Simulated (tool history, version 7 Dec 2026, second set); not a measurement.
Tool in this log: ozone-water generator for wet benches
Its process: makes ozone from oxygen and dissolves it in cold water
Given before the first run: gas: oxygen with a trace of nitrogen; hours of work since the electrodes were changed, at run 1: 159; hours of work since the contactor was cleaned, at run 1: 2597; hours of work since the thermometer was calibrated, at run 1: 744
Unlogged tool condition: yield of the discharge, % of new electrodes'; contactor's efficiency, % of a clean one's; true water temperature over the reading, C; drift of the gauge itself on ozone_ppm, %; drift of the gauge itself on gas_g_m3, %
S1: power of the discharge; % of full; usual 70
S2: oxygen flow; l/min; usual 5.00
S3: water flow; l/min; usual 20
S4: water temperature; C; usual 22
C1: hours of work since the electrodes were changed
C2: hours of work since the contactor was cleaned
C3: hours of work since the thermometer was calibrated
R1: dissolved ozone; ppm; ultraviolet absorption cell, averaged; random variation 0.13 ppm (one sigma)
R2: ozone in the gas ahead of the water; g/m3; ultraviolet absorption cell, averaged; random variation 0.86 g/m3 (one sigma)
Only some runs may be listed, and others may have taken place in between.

Run 1, day 0.000: usual settings; C1 159; C2 2597; C3 744. Result: R1 13.8 ppm, R2 141.0 g/m3.
Run 2, day 3.179: usual settings; C1 234; C2 2673; C3 820. Result: R1 13.9 ppm, R2 141.7 g/m3.
Run 3, day 6.512: usual settings; C1 313; C2 2752; C3 899. Result: R1 14.0 ppm, R2 140.9 g/m3.
Run 4, day 11.738: usual settings but S1 84 % of full; C1 438; C2 2876; C3 1023. Result: R1 15.5 ppm, R2 154.7 g/m3.
Run 5, day 15.508: usual settings; C1 527; C2 2966; C3 1113. Result: R1 13.5 ppm, R2 139.7 g/m3.
Run 6, day 18.262: usual settings but S3 24 l/min; C1 593; C2 3032; C3 1179. Result: R1 11.7 ppm, R2 139.0 g/m3.
Run 7, day 21.533: usual settings but S3 24 l/min; C1 671; C2 3109; C3 1256. Result: R1 12.0 ppm, R2 139.3 g/m3.
Run 8, day 26.567: usual settings but S3 24 l/min; C1 791; C2 3229; C3 1376. Result: R1 11.7 ppm, R2 139.9 g/m3.
Run 9, day 30.904: usual settings but S3 24 l/min; C1 894; C2 3332; C3 1479. Result: R1 11.6 ppm, R2 137.2 g/m3.
Run 10, day 35.629: usual settings; C1 1006; C2 3445; C3 1592. Result: R1 13.6 ppm, R2 137.0 g/m3.
Run 11, day 41.171: usual settings but S2 6.50 l/min; C1 1138; C2 3577; C3 1724. Result: R1 13.8 ppm, R2 124.8 g/m3.
At day 42.071: contactor cleaned.
Run 12, day 47.058: usual settings but S2 6.50 l/min; C1 1274; C2 119; C3 1860. Result: R1 14.5 ppm, R2 123.9 g/m3.
Run 13, day 49.808: usual settings but S3 29 l/min; C1 1340; C2 184; C3 1925. Result: R1 9.9 ppm, R2 137.1 g/m3.
Run 14, day 54.746: usual settings but S2 2.87 l/min; C1 1457; C2 302; C3 2042. Result: R1 12.2 ppm, R2 167.9 g/m3.
Run 15, day 58.429: usual settings but S2 2.87 l/min; C1 1545; C2 389; C3 2130. Result: R1 12.3 ppm, R2 167.6 g/m3.
Run 16, day 63.267: usual settings but S2 2.87 l/min; C1 1660; C2 504; C3 2245. Result: R1 12.1 ppm, R2 165.9 g/m3.
Run 17, day 69.396: usual settings but S2 4.03 l/min; C1 1805; C2 650; C3 2391. Result: R1 12.9 ppm, R2 146.1 g/m3.
Run 18, day 72.033: usual settings but S2 4.03 l/min; C1 1868; C2 713; C3 2454. Result: R1 13.0 ppm, R2 145.9 g/m3.
Run 19, day 74.675: usual settings but S1 43 % of full, S2 8.08 l/min, S3 22 l/min, S4 15 C; C1 1931; C2 776; C3 2517. Result: R1 11.6 ppm, R2 87.5 g/m3.
Run 20, day 77.504: usual settings but S4 17 C; C1 1998; C2 843; C3 2584. Result: R1 14.2 ppm, R2 135.6 g/m3.
Run 21, day 81.296: usual settings but S2 6.80 l/min, S3 15 l/min, S4 17 C; C1 2089; C2 933; C3 2674. Result: R1 18.6 ppm, R2 120.0 g/m3.

Run 22 has not been measured yet. What should we expect?
Run 22, day 87.404: usual settings but S2 4.60 l/min, S3 26 l/min, S4 17 C; C1 2234; C2 1078; C3 2819. Result: R1 ?, R2 ?.

R1: 11.5 ppm
R2: 138.8 g/m3
If the tool had no hidden condition, the same run with the same run-to-run variation would have returned R1 12.3 ppm, R2 145.8 g/m3.
